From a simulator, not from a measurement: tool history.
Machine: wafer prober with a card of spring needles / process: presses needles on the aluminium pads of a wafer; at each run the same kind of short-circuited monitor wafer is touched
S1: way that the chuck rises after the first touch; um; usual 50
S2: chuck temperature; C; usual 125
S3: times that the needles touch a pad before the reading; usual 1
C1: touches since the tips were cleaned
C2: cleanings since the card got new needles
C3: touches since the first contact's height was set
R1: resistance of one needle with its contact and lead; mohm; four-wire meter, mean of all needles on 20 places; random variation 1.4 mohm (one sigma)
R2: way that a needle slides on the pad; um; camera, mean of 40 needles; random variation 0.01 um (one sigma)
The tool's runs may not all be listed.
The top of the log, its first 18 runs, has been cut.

At hour 198.7: tips cleaned on abrasive film.
Run 19, hour 207.6: usual settings; C1 2370; C2 17; C3 12933. Result: R1 128 mohm, R2 13.40 um.
Run 20, hour 216.4: usual settings but S2 43 C; C1 4745; C2 17; C3 15308. Result: R1 116 mohm, R2 13.39 um.
At hour 226.7: tips cleaned on abrasive film.
Run 21, hour 226.7: usual settings but S2 43 C; C1 0; C2 18; C3 18044. Result: R1 117 mohm, R2 13.37 um.
Run 22, hour 238.6: usual settings but S2 43 C; C1 3165; C2 18; C3 21209. Result: R1 117 mohm, R2 13.37 um.
Run 23, hour 252.8: usual settings but S1 35 um, S2 78 C, S3 2; C1 6973; C2 18; C3 25017. Result: R1 126 mohm, R2 9.36 um.
At hour 254.7: tips cleaned on abrasive film.
Run 24, hour 259.6: usual settings but S1 58 um, S2 37 C; C1 1315; C2 19; C3 26813. Result: R1 114 mohm, R2 15.48 um.
Run 25, hour 273.0: usual settings but S2 47 C; C1 4893; C2 19; C3 30391. Result: R1 117 mohm, R2 13.36 um.
At hour 278.1: gauge calibrated.
Run 26, hour 281.0: usual settings but S1 39 um, S2 47 C, S3 2; C1 7031; C2 19; C3 32529. Result: R1 122 mohm, R2 10.60 um.
At hour 282.5: tips cleaned on abrasive film.
Run 27, hour 295.4: usual settings but S1 32 um, S2 118 C; C1 3464; C2 20; C3 36363. Result: R1 139 mohm, R2 8.69 um.
Run 28, hour 305.2: usual settings but S1 68 um, S2 50 C, S3 2; C1 6077; C2 20; C3 38976. Result: R1 114 mohm, R2 18.46 um.
At hour 310.0: tips cleaned on abrasive film.
Run 29, hour 315.3: usual settings but S1 41 um, S2 122 C; C1 1404; C2 21; C3 41649. Result: R1 132 mohm, R2 11.12 um.
Run 30, hour 328.4: usual settings but S1 68 um, S2 121 C, S3 3; C1 4915; C2 21; C3 45160. Result: R1 122 mohm, R2 18.39 um.
At hour 337.4: tips cleaned on abrasive film.
Run 31, hour 341.8: usual settings but S1 40 um, S2 64 C; C1 1159; C2 22; C3 48712. Result: R1 123 mohm, R2 10.81 um.
Run 32, hour 354.0: usual settings but S1 31 um, S2 119 C; C1 4439; C2 22; C3 51992. Result: R1 137 mohm, R2 8.37 um.
Run 33, hour 360.6: usual settings but S1 31 um, S2 119 C; C1 6215; C2 22; C3 53768. Result: R1 137 mohm, R2 8.37 um.

Consider 3 possible next runs. They are alternatives, not a sequence: every one starts from the tool as it was left by run 33. What does each give?
At hour 365.1: tips cleaned on abrasive film.
Run A, hour 369.0: usual settings but S1 31 um, S2 73 C, S3 2; C1 1025; C2 23; C3 55966. Result: R1 ?, R2 ?.
At hour 365.1: tips cleaned on abrasive film.
Run B, hour 369.0: usual settings but S2 58 C; C1 1025; C2 23; C3 55966. Result: R1 ?, R2 ?.
At hour 365.1: tips cleaned on abrasive film.
Run C, hour 369.0: usual settings but S1 30 um, S2 36 C, S3 2; C1 1025; C2 23; C3 55966. Result: R1 ?, R2 ?.

run   R1     R2
  A  129   8.37
  B  118  13.50
  C  122   8.10
With no hidden state in the tool, these same runs would have given:
run   R1     R2
  A  128   8.42
  B  118  13.58
  C  122   8.15
